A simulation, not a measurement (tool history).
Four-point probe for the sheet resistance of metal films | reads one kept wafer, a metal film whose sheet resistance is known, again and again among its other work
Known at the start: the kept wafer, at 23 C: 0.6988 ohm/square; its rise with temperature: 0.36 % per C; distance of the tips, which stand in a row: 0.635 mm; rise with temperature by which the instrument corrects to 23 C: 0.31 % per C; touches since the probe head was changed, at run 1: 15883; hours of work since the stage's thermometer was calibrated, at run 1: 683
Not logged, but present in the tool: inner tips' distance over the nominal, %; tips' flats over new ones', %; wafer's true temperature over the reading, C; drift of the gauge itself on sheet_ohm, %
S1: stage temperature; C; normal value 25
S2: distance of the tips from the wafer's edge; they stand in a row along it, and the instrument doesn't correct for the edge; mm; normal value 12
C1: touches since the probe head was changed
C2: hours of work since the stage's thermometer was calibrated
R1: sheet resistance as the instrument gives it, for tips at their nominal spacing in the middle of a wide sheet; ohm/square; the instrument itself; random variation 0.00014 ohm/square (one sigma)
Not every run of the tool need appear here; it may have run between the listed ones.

run	hour	S1	S2	C1	C2	R1
1	0	25	12	15883	683	0.699702
2	12.5	25	49	16197	691	0.698692
3	29.2	25	15	16619	702	0.699215
4	45.2	25	51	17022	712	0.698651
5	58.9	25	51	17366	721	0.698588
6	69.2	25	12	17627	728	0.699588
7	86.1	25	13	18052	739	0.699311
8	97.2	25	7	18332	747	0.701746
9	113.3	26	12	18739	757	0.700032
10	129.7	26	12	19151	768	0.700154
11	144.4	25	50	19522	778	0.698427
12	154.2	25	50	19769	784	0.698716
13	164.4	25	50	20025	791	0.698548
14	179.2	35	12	20398	800	0.703149
15	195.8	35	12	20815	811	0.70264
16	210.9	35	12	21197	821	0.703044
17	228.2	35	12	21632	833	0.703054
18	244.5	25	17	22042	843	0.699118
19	255.6	25	12	22323	851	0.699806
20	267.9	25	12	22632	859	0.699788
21	276.6	25	12	22853	864	0.699892
22	292.9	25	12	23262	875	0.700019
23	300.6	25	12	23457	880	0.699925
24	308.7	25	12	23661	885	0.699747
25	319.4	25	25	23929	892	0.699228
26	335.1	18	37	24325	903	0.696291
27	350.4	21	11	24712	913	0.698708
28	361.7	19	41	24995	920	0.69689
29	372.2	33	65	25261	927	0.701493
30	387.7	32	16	25652	937	0.701593

For run 31, what comes out?
31	398.4	18	54	25921	944	?

{"run 31": {"R1": 0.696552}}
Minus the tool's unlogged condition, the same run would have read R1 0.697188 ohm/square.
